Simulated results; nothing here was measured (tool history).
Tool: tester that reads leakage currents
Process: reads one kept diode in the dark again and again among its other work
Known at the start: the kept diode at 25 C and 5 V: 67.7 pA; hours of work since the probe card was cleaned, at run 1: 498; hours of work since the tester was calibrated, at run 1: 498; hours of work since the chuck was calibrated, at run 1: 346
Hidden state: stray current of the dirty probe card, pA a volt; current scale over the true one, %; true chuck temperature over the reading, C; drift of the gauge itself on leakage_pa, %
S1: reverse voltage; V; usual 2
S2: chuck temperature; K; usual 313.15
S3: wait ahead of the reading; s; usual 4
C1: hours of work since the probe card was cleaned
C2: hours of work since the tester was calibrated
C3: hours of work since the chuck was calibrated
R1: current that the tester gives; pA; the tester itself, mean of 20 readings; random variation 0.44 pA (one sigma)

run	day	S1	S2	S3	C1	C2	C3	R1
1	0	2	313.15	4	498	498	346	149.4
2	0.925	2	313.15	4	510	510	359	149.05
3	2.567	2	313.15	4	532	532	381	150.18
4	3.783	2	313.15	4	549	549	397	150.47
5	5.546	2	313.15	4	573	573	421	148.93
6	7.179	2	313.15	4	594	594	443	149.95
7	8.738	2	313.15	4	615	615	464	150.3
8	10.108	2	313.15	4	634	634	482	150.61
9	11.9	5.93	313.15	4	658	658	506	261.62
10	12.788	5.93	313.15	4	670	670	518	261.39
# day 13.1: probe card cleaned and baked
11	14.129	5.93	313.15	4	14	686	535	262.87
12	15.146	5.93	313.15	4	28	700	548	264.92
13	16.892	5.93	313.15	4	51	723	572	264.2
14	18.883	2	313.15	0.41	78	750	599	152.67
15	19.904	11.19	312.15	2.96	92	764	612	342.2
16	21.621	11.19	312.15	2.96	115	787	636	344.53
17	23.375	1.27	312.15	2.96	138	811	659	112.4
# day 24.275: probe card cleaned and baked, once more
18	25.579	1.24	313.15	0.43	18	839	687	118.85
19	27.288	1.24	313.15	0.43	41	862	710	118.43
20	28.558	2	313.15	8.73	58	879	727	149.71
21	30.65	2	313.15	8.73	86	907	755	150.29
22	32.325	3.31	306.15	8.04	108	929	778	111.78
23	34.35	3.24	306.15	8.04	136	957	805	110.46
24	35.862	3.24	306.15	8.04	156	977	825	111.03
25	37.238	1.65	306.15	1.64	174	995	844	79.44
26	38.292	11.33	332.15	1.07	189	1010	858	1407.14
27	40.321	11.33	332.15	1.07	216	1037	885	1411.04
28	41.204	11.33	332.15	1.07	228	1049	897	1415.65

3 ways to go on from here, each from the tool as it stands after run 28. What would each give?
A	42.462	1.96	296.15	0.69	245	1066	914	?
B	42.462	9.71	314.15	3.08	245	1066	914	?
C	42.462	3.76	332.15	9.3	245	1066	914	?

run	R1
A	38.36
B	359.72
C	814.5
Without the tool's hidden state the same runs would have given:
run	R1
A	36.05
B	343.06
C	787.16
